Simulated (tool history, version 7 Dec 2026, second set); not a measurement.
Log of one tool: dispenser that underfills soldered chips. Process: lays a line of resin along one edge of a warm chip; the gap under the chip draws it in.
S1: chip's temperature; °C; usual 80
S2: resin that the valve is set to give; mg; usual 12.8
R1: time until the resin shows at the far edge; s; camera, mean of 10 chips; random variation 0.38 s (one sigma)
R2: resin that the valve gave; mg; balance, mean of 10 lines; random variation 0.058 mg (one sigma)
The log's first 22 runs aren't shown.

run	hour	S1	S2	R1	R2
23	190.8	72	14.0	46.5	13.92
# hour 192.8: new syringe of resin
24	202.0	72	14.0	46.6	13.77
# hour 204.0: new syringe of resin
25	211.6	72	16.5	44.5	16.21
# hour 214.9: new syringe of resin
26	217.5	85	12.2	23.1	11.77
27	222.9	65	12.8	58.5	12.48
# hour 225.7: new syringe of resin
# hour 231.6: dispensing valve cleaned and set on the balance
28	231.6	65	12.8	52.8	12.80
# hour 237.8: new syringe of resin
29	238.4	83	15.0	22.3	15.06
# hour 249.0: new syringe of resin
30	249.5	83	15.0	23.2	14.99
31	255.5	94	16.4	19.0	16.22
# hour 259.8: new syringe of resin
32	261.8	94	16.4	15.9	16.19
33	269.5	89	15.2	26.0	14.93
# hour 271.3: new syringe of resin
34	279.7	89	15.2	24.8	14.96
# hour 282.8: new syringe of resin
35	285.1	77	12.8	30.0	12.61

4 ways to go on from here, each from the tool as it stands after run 35. What would each give?
# hour 294.2: new syringe of resin
A	297.0	77	13.4	?	?
# hour 294.2: new syringe of resin
B	297.0	84	12.8	?	?
# hour 294.2: new syringe of resin
C	297.0	73	13.8	?	?
# hour 294.2: new syringe of resin
D	297.0	86	15.6	?	?

run	R1	R2
A	30.8	13.07
B	23.8	12.60
C	35.6	13.46
D	22.1	15.33
Without the tool's hidden state the same runs would have given:
run	R1	R2
A	26.1	13.40
B	20.2	12.91
C	30.1	13.80
D	18.8	15.70
